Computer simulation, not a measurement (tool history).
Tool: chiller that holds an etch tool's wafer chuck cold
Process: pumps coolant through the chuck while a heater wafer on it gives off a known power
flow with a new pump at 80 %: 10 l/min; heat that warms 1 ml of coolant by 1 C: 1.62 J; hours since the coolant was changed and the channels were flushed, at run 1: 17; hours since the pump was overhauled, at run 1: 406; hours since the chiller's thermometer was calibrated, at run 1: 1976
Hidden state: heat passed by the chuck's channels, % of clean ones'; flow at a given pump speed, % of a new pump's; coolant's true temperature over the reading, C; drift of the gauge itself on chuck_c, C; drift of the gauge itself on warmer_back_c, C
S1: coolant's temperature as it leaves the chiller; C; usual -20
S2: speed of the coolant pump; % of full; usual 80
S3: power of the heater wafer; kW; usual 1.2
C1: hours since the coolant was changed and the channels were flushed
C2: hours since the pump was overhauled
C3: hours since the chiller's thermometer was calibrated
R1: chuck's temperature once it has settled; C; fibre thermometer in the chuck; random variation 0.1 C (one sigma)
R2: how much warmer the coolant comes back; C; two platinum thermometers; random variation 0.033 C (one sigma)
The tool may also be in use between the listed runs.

run	day	S1	S2	S3	C1	C2	C3	R1	R2
1	0	-20	80	1.2	17	406	1976	-5.6	4.48
2	1.358	-20	80	1.2	49	439	2009	-5.6	4.45
3	2.583	-20	80	1.2	79	468	2038	-5.7	4.47
4	4.146	-20	80	1.2	116	506	2075	-5.7	4.48
5	6.154	-20	80	1.2	164	554	2124	-5.6	4.51
6	7.954	-20	80	1.636	208	597	2167	-0.4	6.14
7	9.879	-20	97	1.636	254	643	2213	-3	4.96
8	10.829	-19	80	1.2	277	666	2236	-4.7	4.48
9	12.746	-19	80	1.761	323	712	2282	2.2	6.6
10	14.708	-19	80	1.761	370	759	2329	2.4	6.63
11	16.304	-19	80	1.761	408	797	2367	2.2	6.56
12	17.35	-19	80	1.761	433	822	2392	2.3	6.59
13	19.183	-19	84	1.206	477	866	2436	-5	4.33
14	20.746	-19	84	1.206	515	904	2474	-4.9	4.31
15	22.008	-25	80	1.2	545	934	2504	-10.7	4.53
16	23.442	-25	80	1.2	579	969	2539	-10.6	4.57
# day 23.75: coolant pump overhauled
17	24.996	-24	80	0.956	612	30	2571	-12.6	3.61
18	26.179	-24	80	0.956	640	58	2599	-12.6	3.63
19	27.438	-19	64	1.363	670	88	2629	0.5	6.65
20	28.288	-14	89	1.2	691	109	2650	-0.4	4.04
21	29.392	-26	76	1.323	717	135	2676	-9.4	5.33
22	31.308	-20	97	1.657	763	181	2722	-2.4	5.05
# day 32.521: coolant pump overhauled, once more
23	33.346	-20	66	1.2	807	20	2766	-3.4	5.52
24	34.733	-20	75	0.689	840	53	2800	-11.5	2.78

Hidden state at the last listed run before each entry between runs and at the first one after, where it differs:
Between runs 16 and 17: coolant pump overhauled (day 23.75)
  heat passed by the chuck's channels, % of clean ones': 98 -> 97.9; flow at a given pump speed, % of a new pump's: 98.3 -> 97.8
  measured less the result without the state, R2: +0.07 -> +0.08 C
Between runs 22 and 23: coolant pump overhauled, once more (day 32.521)
  heat passed by the chuck's channels, % of clean ones': 97.5 -> 97.4; flow at a given pump speed, % of a new pump's: 97.6 -> 99.4; coolant's true temperature over the reading, C: -0.32 -> -0.33
  measured less the result without the state, R2: +0.12 -> +0.03 C

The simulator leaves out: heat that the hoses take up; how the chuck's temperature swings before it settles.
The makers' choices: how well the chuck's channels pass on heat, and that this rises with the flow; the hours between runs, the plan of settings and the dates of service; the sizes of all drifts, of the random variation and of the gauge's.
